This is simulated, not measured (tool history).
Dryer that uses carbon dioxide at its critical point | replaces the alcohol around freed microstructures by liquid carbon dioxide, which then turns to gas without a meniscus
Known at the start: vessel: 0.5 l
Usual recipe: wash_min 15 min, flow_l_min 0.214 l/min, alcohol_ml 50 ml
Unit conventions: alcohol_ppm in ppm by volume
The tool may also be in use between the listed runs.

{"run": 1, "day": 0.0, "wash_min": 15, "flow_l_min": 0.214, "alcohol_ml": 50, "alcohol_ppm": 1091}
{"run": 2, "day": 1.383, "wash_min": 15, "flow_l_min": 0.214, "alcohol_ml": 50, "alcohol_ppm": 1115}
{"run": 3, "day": 3.808, "wash_min": 15, "flow_l_min": 0.214, "alcohol_ml": 50, "alcohol_ppm": 1185}
{"run": 4, "day": 6.125, "wash_min": 15, "flow_l_min": 0.214, "alcohol_ml": 48, "alcohol_ppm": 1133}
{"run": 5, "day": 8.058, "wash_min": 15, "flow_l_min": 0.214, "alcohol_ml": 50, "alcohol_ppm": 1262}
{"run": 6, "day": 10.321, "wash_min": 15, "flow_l_min": 0.214, "alcohol_ml": 50, "alcohol_ppm": 1158}
{"run": 7, "day": 12.367, "wash_min": 15, "flow_l_min": 0.214, "alcohol_ml": 50, "alcohol_ppm": 1219}
{"run": 8, "day": 13.862, "wash_min": 15, "flow_l_min": 0.214, "alcohol_ml": 50, "alcohol_ppm": 1317}
{"run": 9, "day": 15.65, "wash_min": 15, "flow_l_min": 0.214, "alcohol_ml": 50, "alcohol_ppm": 1355}
{"run": 10, "day": 18.258, "wash_min": 19, "flow_l_min": 0.214, "alcohol_ml": 50, "alcohol_ppm": 468}
{"run": 11, "day": 20.842, "wash_min": 19, "flow_l_min": 0.362, "alcohol_ml": 50, "alcohol_ppm": 37}
{"run": 12, "day": 23.467, "wash_min": 15, "flow_l_min": 0.324, "alcohol_ml": 50, "alcohol_ppm": 175}
{"run": 13, "day": 26.058, "wash_min": 15, "flow_l_min": 0.324, "alcohol_ml": 50, "alcohol_ppm": 192}
{"run": 14, "day": 27.367, "wash_min": 15, "flow_l_min": 0.324, "alcohol_ml": 50, "alcohol_ppm": 203}
{"run": 15, "day": 29.125, "wash_min": 15, "flow_l_min": 0.324, "alcohol_ml": 50, "alcohol_ppm": 214}
{"run": 16, "day": 31.308, "wash_min": 15, "flow_l_min": 0.324, "alcohol_ml": 50, "alcohol_ppm": 230}
{"run": 17, "day": 33.3, "wash_min": 15, "flow_l_min": 0.324, "alcohol_ml": 50, "alcohol_ppm": 254}
{"run": 18, "day": 35.517, "wash_min": 15, "flow_l_min": 0.324, "alcohol_ml": 55, "alcohol_ppm": 117}
{"run": 19, "day": 38.004, "wash_min": 15, "flow_l_min": 0.324, "alcohol_ml": 55, "alcohol_ppm": 133}
{"run": 20, "day": 40.546, "wash_min": 9, "flow_l_min": 0.324, "alcohol_ml": 55, "alcohol_ppm": 1618}
{"run": 21, "day": 41.762, "wash_min": 9, "flow_l_min": 0.324, "alcohol_ml": 55, "alcohol_ppm": 1618}
{"run": 22, "day": 43.992, "wash_min": 9, "flow_l_min": 0.324, "alcohol_ml": 55, "alcohol_ppm": 1731}
{"run": 23, "day": 45.904, "wash_min": 9, "flow_l_min": 0.324, "alcohol_ml": 55, "alcohol_ppm": 1791}
{"run": 24, "day": 47.896, "wash_min": 9, "flow_l_min": 0.324, "alcohol_ml": 55, "alcohol_ppm": 1861}
{"run": 25, "day": 50.458, "wash_min": 9, "flow_l_min": 0.324, "alcohol_ml": 107, "alcohol_ppm": 3776}
{"run": 26, "day": 51.962, "wash_min": 9, "flow_l_min": 0.324, "alcohol_ml": 107, "alcohol_ppm": 3836}
{"run": 27, "day": 53.588, "wash_min": 13, "flow_l_min": 0.14, "alcohol_ml": 104, "alcohol_ppm": 19444}
{"run": 28, "day": 54.696, "wash_min": 13, "flow_l_min": 0.14, "alcohol_ml": 38, "alcohol_ppm": 7386}
{"run": 29, "day": 56.971, "wash_min": 15, "flow_l_min": 0.214, "alcohol_ml": 55, "alcohol_ppm": 1714}
{"run": 30, "day": 59.438, "wash_min": 19, "flow_l_min": 0.214, "alcohol_ml": 84, "alcohol_ppm": 939}
{"run": 31, "day": 61.988, "wash_min": 19, "flow_l_min": 0.284, "alcohol_ml": 30, "alcohol_ppm": 128}
{"run": 32, "day": 64.329, "wash_min": 16, "flow_l_min": 0.137, "alcohol_ml": 93, "alcohol_ppm": 12919}
{"run": 33, "day": 66.208, "wash_min": 15, "flow_l_min": 0.283, "alcohol_ml": 50, "alcohol_ppm": 535}
{"run": 34, "day": 68.275, "wash_min": 15, "flow_l_min": 0.283, "alcohol_ml": 50, "alcohol_ppm": 556}
{"run": 35, "day": 70.529, "wash_min": 15, "flow_l_min": 0.283, "alcohol_ml": 50, "alcohol_ppm": 280}
{"run": 36, "day": 72.458, "wash_min": 15, "flow_l_min": 0.283, "alcohol_ml": 50, "alcohol_ppm": 292}
{"run": 37, "day": 74.267, "wash_min": 14, "flow_l_min": 0.214, "alcohol_ml": 42, "alcohol_ppm": 1339}
{"run": 38, "day": 76.683, "wash_min": 14, "flow_l_min": 0.204, "alcohol_ml": 42, "alcohol_ppm": 1654}
{"run": 39, "day": 77.888, "wash_min": 14, "flow_l_min": 0.204, "alcohol_ml": 42, "alcohol_ppm": 1685}
{"run": 40, "day": 80.312, "wash_min": 14, "flow_l_min": 0.204, "alcohol_ml": 42, "alcohol_ppm": 1734}
{"run": 41, "day": 82.55, "wash_min": 10, "flow_l_min": 0.295, "alcohol_ml": 81, "alcohol_ppm": 2798}
{"run": 42, "day": 84.012, "wash_min": 10, "flow_l_min": 0.175, "alcohol_ml": 55, "alcohol_ppm": 10822}
{"run": 43, "day": 85.788, "wash_min": 10, "flow_l_min": 0.175, "alcohol_ml": 55, "alcohol_ppm": 11040}
{"run": 44, "day": 87.404, "wash_min": 13, "flow_l_min": 0.227, "alcohol_ml": 47, "alcohol_ppm": 1969}
{"run": 45, "day": 89.575, "wash_min": 10, "flow_l_min": 0.306, "alcohol_ml": 25, "alcohol_ppm": 923}
{"run": 46, "day": 91.217, "wash_min": 10, "flow_l_min": 0.306, "alcohol_ml": 25, "alcohol_ppm": 954}
{"run": 47, "day": 93.288, "wash_min": 15, "flow_l_min": 0.208, "alcohol_ml": 21, "alcohol_ppm": 875}
{"run": 48, "day": 95.608, "wash_min": 15, "flow_l_min": 0.208, "alcohol_ml": 21, "alcohol_ppm": 939}

Missing from the log above: 3 entries noted between runs. For each, name the pair of listed runs it sits between and say how the tool's hidden condition differs from the listed run just before to the listed run just after:
Between runs 5 and 6: purifier's bed changed (day 8.888)
  flow that reaches the vessel past the clogged filter, %: 95.6 -> 94.6; alcohol in the recycled carbon dioxide, ppm: 130.3 -> 7.5
  measured minus no-state result, alcohol_ppm: +338 -> +261 ppm by volume
Between runs 17 and 18: inlet filter changed (day 34.225)
  flow that reaches the vessel past the clogged filter, %: 84.1 -> 99.3; alcohol in the recycled carbon dioxide, ppm: 39.6 -> 42.7
  measured minus no-state result, alcohol_ppm: +177 -> +43 ppm by volume
Between runs 34 and 35: inlet filter changed (day 68.542)
  flow that reaches the vessel past the clogged filter, %: 84.6 -> 98.7; alcohol in the recycled carbon dioxide, ppm: 87.9 -> 90.9
  measured minus no-state result, alcohol_ppm: +373 -> +100 ppm by volume
